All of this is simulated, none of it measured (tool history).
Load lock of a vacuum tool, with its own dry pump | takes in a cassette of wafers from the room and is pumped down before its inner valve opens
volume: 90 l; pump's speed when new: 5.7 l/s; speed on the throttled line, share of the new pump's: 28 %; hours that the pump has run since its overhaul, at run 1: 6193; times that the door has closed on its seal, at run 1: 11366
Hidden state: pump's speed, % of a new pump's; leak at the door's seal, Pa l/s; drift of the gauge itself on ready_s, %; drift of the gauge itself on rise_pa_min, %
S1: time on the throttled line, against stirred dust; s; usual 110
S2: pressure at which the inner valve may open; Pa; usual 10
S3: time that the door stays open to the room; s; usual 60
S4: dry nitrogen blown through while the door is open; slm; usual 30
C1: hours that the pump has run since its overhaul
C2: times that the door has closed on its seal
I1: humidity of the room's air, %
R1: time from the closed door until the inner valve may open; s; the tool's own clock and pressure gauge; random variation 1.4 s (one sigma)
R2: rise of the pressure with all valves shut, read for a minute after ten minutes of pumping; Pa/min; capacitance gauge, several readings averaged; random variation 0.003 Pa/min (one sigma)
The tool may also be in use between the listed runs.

run	hour	S1	S2	S3	S4	C1	C2	I1	R1	R2
1	0	110	10	60	30	6193	11366	40.6	228.2	0.013
2	330.1	129	10	60	30	6523	11898	47.2	240.8	0.02
3	614.4	129	10	60	30	6807	12356	44.8	241.4	0.019
4	818.5	110	10	60	30	7011	12685	44.8	225.6	0.011
5	1192.8	110	10	60	7	7386	13288	42.9	226.8	0.029
6	1403.9	110	10	85	30	7597	13629	42.6	225.4	0.021
7	1788.5	110	7	60	30	7981	14248	42.1	232.6	0.016
8	2150.4	110	10	60	30	8343	14831	42.1	224	0.012
9	2521.9	110	10	81	30	8715	15430	47.1	229.1	0.018

The next listed run, before its measurement:
10	2746.1	110	10	60	30	8939	15791	41.8	?	?

R1: 225.2 s
R2: 0.009 Pa/min
Without the tool's hidden state the same run would have given R1 225.1 s, R2 0.009 Pa/min.
